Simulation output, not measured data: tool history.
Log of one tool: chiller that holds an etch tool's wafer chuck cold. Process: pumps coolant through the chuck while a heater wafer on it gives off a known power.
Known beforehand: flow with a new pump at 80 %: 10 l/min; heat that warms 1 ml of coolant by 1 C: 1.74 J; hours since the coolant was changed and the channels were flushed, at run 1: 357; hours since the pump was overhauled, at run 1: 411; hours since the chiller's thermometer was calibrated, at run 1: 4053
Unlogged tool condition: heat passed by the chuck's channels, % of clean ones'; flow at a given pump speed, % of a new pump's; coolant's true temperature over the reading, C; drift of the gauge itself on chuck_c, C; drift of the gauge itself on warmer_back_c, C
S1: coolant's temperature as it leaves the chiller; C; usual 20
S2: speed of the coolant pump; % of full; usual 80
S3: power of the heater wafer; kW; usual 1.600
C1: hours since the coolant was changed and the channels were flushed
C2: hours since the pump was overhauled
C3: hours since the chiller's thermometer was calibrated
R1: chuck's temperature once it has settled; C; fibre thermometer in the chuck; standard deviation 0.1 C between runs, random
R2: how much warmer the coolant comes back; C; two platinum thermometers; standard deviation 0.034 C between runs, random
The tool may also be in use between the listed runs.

| run | hour | S1 | S2 | S3 | C1 | C2 | C3 | R1 | R2 |
|---|---|---|---|---|---|---|---|---|---|
| 1 | 0.0 | 20 | 80 | 1.600 | 357 | 411 | 4053 | 32.9 | 5.65 |
| 2 | 32.8 | 20 | 80 | 1.600 | 390 | 443 | 4085 | 33.0 | 5.55 |
| 3 | 70.7 | 20 | 80 | 1.600 | 428 | 481 | 4123 | 32.9 | 5.59 |
| 4 | 102.3 | 20 | 80 | 1.600 | 459 | 513 | 4155 | 33.0 | 5.56 |
| 5 | 125.3 | 20 | 70 | 1.600 | 482 | 536 | 4178 | 35.3 | 6.46 |
| 6 | 169.3 | 20 | 69 | 1.600 | 526 | 580 | 4222 | 35.5 | 6.68 |
| 7 | 213.6 | 20 | 69 | 1.600 | 571 | 624 | 4266 | 35.4 | 6.63 |
| 8 | 245.0 | 20 | 69 | 1.600 | 602 | 656 | 4298 | 35.5 | 6.62 |
| 9 | 292.0 | 20 | 69 | 1.600 | 649 | 703 | 4345 | 35.4 | 6.70 |
|  | 297.0 | chiller's thermometer calibrated |
| 10 | 321.7 | 20 | 69 | 1.600 | 678 | 731 | 25 | 35.5 | 6.60 |
| 11 | 367.5 | 20 | 90 | 1.600 | 723 | 777 | 70 | 31.5 | 4.96 |
| 12 | 412.5 | 20 | 90 | 1.600 | 768 | 822 | 115 | 31.7 | 4.87 |
| 13 | 459.2 | 20 | 90 | 1.600 | 815 | 869 | 162 | 31.7 | 4.94 |
| 14 | 492.1 | 20 | 90 | 1.600 | 848 | 902 | 195 | 31.8 | 4.93 |
| 15 | 532.4 | 15 | 98 | 1.824 | 888 | 942 | 235 | 27.1 | 5.11 |
| 16 | 551.9 | 19 | 62 | 1.612 | 908 | 961 | 255 | 36.5 | 7.57 |
| 17 | 579.0 | 25 | 85 | 0.961 | 935 | 989 | 282 | 32.4 | 3.10 |
|  | 590.7 | chiller's thermometer calibrated, once more |
| 18 | 617.0 | 20 | 68 | 1.600 | 972 | 1026 | 26 | 36.0 | 6.81 |
| 19 | 663.0 | 20 | 68 | 1.600 | 1018 | 1072 | 72 | 36.2 | 6.85 |
| 20 | 703.4 | 21 | 68 | 1.600 | 1058 | 1112 | 113 | 37.2 | 6.82 |
| 21 | 740.7 | 21 | 68 | 1.600 | 1096 | 1149 | 150 | 37.3 | 6.86 |
| 22 | 786.8 | 20 | 67 | 1.600 | 1142 | 1195 | 196 | 36.4 | 6.92 |
| 23 | 806.7 | 11 | 90 | 1.600 | 1162 | 1215 | 216 | 23.2 | 5.03 |
| 24 | 848.5 | 11 | 90 | 1.600 | 1204 | 1257 | 258 | 23.3 | 5.01 |
| 25 | 892.2 | 11 | 66 | 1.600 | 1247 | 1301 | 302 | 28.1 | 7.13 |
| 26 | 940.9 | 19 | 77 | 1.600 | 1296 | 1349 | 350 | 33.4 | 5.96 |
| 27 | 971.5 | 19 | 77 | 1.600 | 1326 | 1380 | 381 | 33.1 | 5.95 |
| 28 | 1019.5 | 15 | 78 | 0.944 | 1374 | 1428 | 429 | 23.5 | 3.42 |

Predict each of these 4 candidate next runs independently; none follows another, all start after run 28:
| A | 1053.9 | 14 | 80 | 1.055 | 1409 | 1462 | 463 | ? | ? |
| B | 1053.9 | 15 | 66 | 2.207 | 1409 | 1462 | 463 | ? | ? |
| C | 1053.9 | 15 | 91 | 0.944 | 1409 | 1462 | 463 | ? | ? |
| D | 1053.9 | 21 | 87 | 0.839 | 1409 | 1462 | 463 | ? | ? |

| run | R1 | R2 |
|---|---|---|
| A | 23.1 | 3.80 |
| B | 38.6 | 9.83 |
| C | 22.0 | 2.92 |
| D | 27.5 | 2.76 |
Take away the tool's hidden state, keep each run's random variation, and the runs would have read:
| run | R1 | R2 |
|---|---|---|
| A | 22.6 | 3.63 |
| B | 37.0 | 9.40 |
| C | 21.6 | 2.79 |
| D | 27.1 | 2.64 |
